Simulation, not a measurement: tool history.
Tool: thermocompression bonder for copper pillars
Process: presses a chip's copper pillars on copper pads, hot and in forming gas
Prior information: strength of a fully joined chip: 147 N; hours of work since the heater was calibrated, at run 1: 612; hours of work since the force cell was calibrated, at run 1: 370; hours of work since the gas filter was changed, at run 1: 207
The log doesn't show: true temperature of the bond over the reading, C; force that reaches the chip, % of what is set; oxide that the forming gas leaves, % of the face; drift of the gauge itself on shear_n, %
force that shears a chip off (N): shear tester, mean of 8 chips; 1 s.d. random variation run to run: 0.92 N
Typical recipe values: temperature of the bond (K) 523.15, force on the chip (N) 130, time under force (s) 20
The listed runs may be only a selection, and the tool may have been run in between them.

| run | hour | temperature of the bond (K) | force on the chip (N) | time under force (s) | hours of work since the heater was calibrated | hours of work since the force cell was calibrated | hours of work since the gas filter was changed | force that shears a chip off (N) |
|---|---|---|---|---|---|---|---|---|
| 1 | 0.0 | 523.15 | 130 | 20 | 612 | 370 | 207 | 87.8 |
| 2 | 11.1 | 523.15 | 130 | 20 | 619 | 377 | 214 | 87.6 |
| 3 | 26.9 | 523.15 | 130 | 20 | 629 | 387 | 223 | 86.5 |
| 4 | 33.4 | 523.15 | 130 | 20 | 633 | 391 | 227 | 87.4 |
| 5 | 47.7 | 523.15 | 130 | 20 | 641 | 399 | 236 | 86.9 |
| 6 | 56.7 | 523.15 | 130 | 20 | 647 | 405 | 242 | 86.8 |
| 7 | 69.7 | 523.15 | 130 | 20 | 655 | 413 | 250 | 86.9 |
| 8 | 76.6 | 518.15 | 130 | 20 | 659 | 417 | 254 | 80.6 |
| 9 | 85.7 | 523.15 | 130 | 20 | 665 | 423 | 260 | 84.1 |
|  | 100.5 | forming gas filter changed |
| 10 | 100.8 | 523.15 | 130 | 20 | 674 | 432 | 0 | 92.5 |
| 11 | 111.7 | 545.15 | 130 | 20 | 680 | 439 | 7 | 116.0 |
| 12 | 121.6 | 523.15 | 130 | 20 | 687 | 445 | 13 | 90.4 |
| 13 | 135.8 | 523.15 | 130 | 20 | 695 | 453 | 22 | 91.8 |
| 14 | 146.5 | 523.15 | 130 | 20 | 702 | 460 | 28 | 92.3 |
| 15 | 160.8 | 523.15 | 130 | 20 | 711 | 469 | 37 | 89.8 |
| 16 | 169.4 | 523.15 | 130 | 20 | 716 | 474 | 42 | 90.2 |
| 17 | 185.0 | 523.15 | 130 | 20 | 726 | 484 | 52 | 90.0 |
| 18 | 198.2 | 523.15 | 130 | 20 | 734 | 492 | 60 | 90.1 |
| 19 | 212.3 | 523.15 | 130 | 20 | 742 | 500 | 69 | 89.6 |
| 20 | 220.0 | 523.15 | 130 | 26 | 747 | 505 | 74 | 96.1 |
| 21 | 230.8 | 523.15 | 130 | 26 | 754 | 512 | 80 | 94.9 |
| 22 | 243.8 | 523.15 | 130 | 26 | 762 | 520 | 88 | 95.8 |
| 23 | 259.8 | 531.15 | 143 | 26 | 772 | 530 | 98 | 111.6 |
| 24 | 267.1 | 546.15 | 130 | 20 | 776 | 534 | 103 | 115.0 |
| 25 | 279.4 | 535.15 | 129 | 22 | 784 | 542 | 110 | 102.7 |
| 26 | 294.4 | 535.15 | 169 | 22 | 793 | 551 | 119 | 120.9 |
| 27 | 307.0 | 537.15 | 129 | 20 | 801 | 559 | 127 | 103.9 |
| 28 | 313.5 | 537.15 | 83 | 20 | 805 | 563 | 131 | 71.9 |
| 29 | 326.0 | 503.15 | 131 | 20 | 812 | 570 | 139 | 63.7 |
| 30 | 333.2 | 536.15 | 127 | 20 | 817 | 575 | 143 | 101.6 |
| 31 | 345.1 | 536.15 | 127 | 20 | 824 | 582 | 151 | 102.2 |
| 32 | 359.7 | 527.15 | 147 | 17 | 833 | 591 | 160 | 97.2 |
| 33 | 366.8 | 527.15 | 147 | 17 | 838 | 596 | 164 | 96.0 |
| 34 | 374.9 | 541.15 | 130 | 55 | 842 | 601 | 169 | 127.7 |
| 35 | 390.6 | 523.15 | 194 | 12 | 852 | 610 | 179 | 102.1 |
| 36 | 405.6 | 506.15 | 129 | 28 | 861 | 619 | 188 | 73.4 |
| 37 | 421.8 | 506.15 | 129 | 28 | 871 | 629 | 198 | 73.7 |
| 38 | 433.0 | 506.15 | 129 | 28 | 878 | 636 | 205 | 73.3 |
| 39 | 445.2 | 523.15 | 140 | 44 | 886 | 644 | 212 | 111.5 |
| 40 | 452.5 | 498.15 | 95 | 44 | 890 | 648 | 217 | 55.4 |

Below, some changes in force that shears a chip off (N) between adjacent runs. For each, the amount present without the hidden state too (settings, incoming material, random variation) and the amount remaining for the hidden state with gauge scatter not shared by both compared results:
Run 9 -> 10: forming gas filter changed. force that shears a chip off (N) +8.4: hidden state +3.6, all else +4.8.
Run 29 -> 30: temperature of the bond (K) 503.15 -> 536.15, force on the chip (N) 131 -> 127. force that shears a chip off (N) +37.9: hidden state -0.3, all else +38.2.
Run 34 -> 35: temperature of the bond (K) 541.15 -> 523.15, force on the chip (N) 130 -> 194, time under force (s) 55 -> 12. force that shears a chip off (N) -25.6: hidden state -1.8, all else -23.8.
Run 38 -> 39: temperature of the bond (K) 506.15 -> 523.15, force on the chip (N) 129 -> 140, time under force (s) 28 -> 44. force that shears a chip off (N) +38.2: hidden state -0.5, all else +38.7.
Run 39 -> 40: temperature of the bond (K) 523.15 -> 498.15, force on the chip (N) 140 -> 95. force that shears a chip off (N) -56.1: hidden state +1.5, all else -57.6.
